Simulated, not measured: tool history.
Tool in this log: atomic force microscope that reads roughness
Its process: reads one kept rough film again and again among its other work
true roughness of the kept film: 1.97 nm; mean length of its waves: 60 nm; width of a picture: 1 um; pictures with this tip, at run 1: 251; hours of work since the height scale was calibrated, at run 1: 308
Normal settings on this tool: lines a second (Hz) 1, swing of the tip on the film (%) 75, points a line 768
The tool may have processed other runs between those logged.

| run | day | lines a second (Hz) | swing of the tip on the film (%) | points a line | pictures with this tip | hours of work since the height scale was calibrated | roughness of the kept film (nm (root mean square)) |
|---|---|---|---|---|---|---|---|
| 1 | 0 | 1 | 75 | 768 | 251 | 308 | 1.854 |
| 2 | 0.683 | 1 | 75 | 768 | 277 | 320 | 1.855 |
|  | 0.825 | new tip fitted |
| 3 | 1.358 | 1 | 75 | 768 | 20 | 332 | 1.857 |
| 4 | 1.792 | 1 | 74 | 768 | 37 | 340 | 1.863 |
| 5 | 2.329 | 1 | 75 | 598 | 57 | 349 | 1.852 |
| 6 | 2.908 | 1 | 75 | 598 | 79 | 360 | 1.859 |
| 7 | 3.4 | 1 | 75 | 598 | 97 | 368 | 1.852 |
| 8 | 3.858 | 1 | 75 | 598 | 115 | 377 | 1.869 |
| 9 | 4.458 | 1 | 74 | 598 | 137 | 387 | 1.872 |
| 10 | 4.817 | 1 | 74 | 598 | 151 | 394 | 1.862 |
| 11 | 5.321 | 1 | 74 | 598 | 170 | 403 | 1.85 |
| 12 | 5.712 | 1 | 74 | 598 | 184 | 410 | 1.864 |
| 13 | 6.183 | 1 | 74 | 598 | 202 | 419 | 1.86 |
| 14 | 6.888 | 1.16 | 74 | 598 | 228 | 431 | 1.854 |
| 15 | 7.642 | 1 | 75 | 768 | 257 | 445 | 1.852 |
| 16 | 8.008 | 1 | 75 | 768 | 271 | 451 | 1.861 |
|  | 8.271 | new tip fitted |
| 17 | 8.45 | 1 | 75 | 768 | 7 | 459 | 1.863 |
| 18 | 8.883 | 1 | 75 | 768 | 23 | 467 | 1.864 |
| 19 | 9.296 | 1 | 75 | 768 | 38 | 474 | 1.874 |
| 20 | 9.871 | 1 | 74 | 507 | 60 | 484 | 1.854 |
| 21 | 10.546 | 1 | 74 | 507 | 85 | 497 | 1.871 |
| 22 | 11.271 | 1 | 75 | 651 | 113 | 510 | 1.847 |
| 23 | 11.579 | 1 | 56 | 668 | 124 | 515 | 1.906 |
| 24 | 11.908 | 2.35 | 61 | 586 | 137 | 521 | 1.839 |
| 25 | 12.575 | 2.35 | 61 | 753 | 162 | 533 | 1.869 |
| 26 | 13.071 | 2.35 | 61 | 753 | 180 | 542 | 1.862 |
| 27 | 13.6 | 2.35 | 61 | 631 | 200 | 552 | 1.855 |
| 28 | 14.112 | 1.02 | 87 | 849 | 220 | 561 | 1.82 |
| 29 | 14.867 | 1.02 | 87 | 849 | 248 | 574 | 1.802 |
| 30 | 15.4 | 1 | 75 | 259 | 268 | 584 | 1.84 |
|  | 15.738 | new tip fitted |
| 31 | 15.921 | 1 | 75 | 259 | 7 | 593 | 1.853 |
| 32 | 16.617 | 1 | 75 | 259 | 33 | 606 | 1.862 |
| 33 | 17.012 | 1.37 | 75 | 296 | 48 | 613 | 1.834 |
| 34 | 17.567 | 1 | 60 | 330 | 69 | 623 | 1.896 |
| 35 | 18.142 | 2.13 | 65 | 877 | 91 | 633 | 1.839 |
| 36 | 18.883 | 3.42 | 88 | 432 | 118 | 646 | 1.565 |
| 37 | 19.596 | 0.81 | 83 | 768 | 145 | 659 | 1.862 |

Below are 3 alternative next runs, each starting from the tool's condition after run 37. Predict each:
| A | 19.904 | 1.26 | 59 | 433 | 157 | 665 | ? |
| B | 19.904 | 0.72 | 75 | 768 | 157 | 665 | ? |
| C | 19.904 | 1 | 58 | 768 | 157 | 665 | ? |

| run | roughness of the kept film (nm (root mean square)) |
|---|---|
| A | 1.894 |
| B | 1.868 |
| C | 1.909 |
Take away the tool's hidden state, keep each run's random variation, and the runs would have read:
| run | roughness of the kept film (nm (root mean square)) |
|---|---|
| A | 1.897 |
| B | 1.871 |
| C | 1.912 |
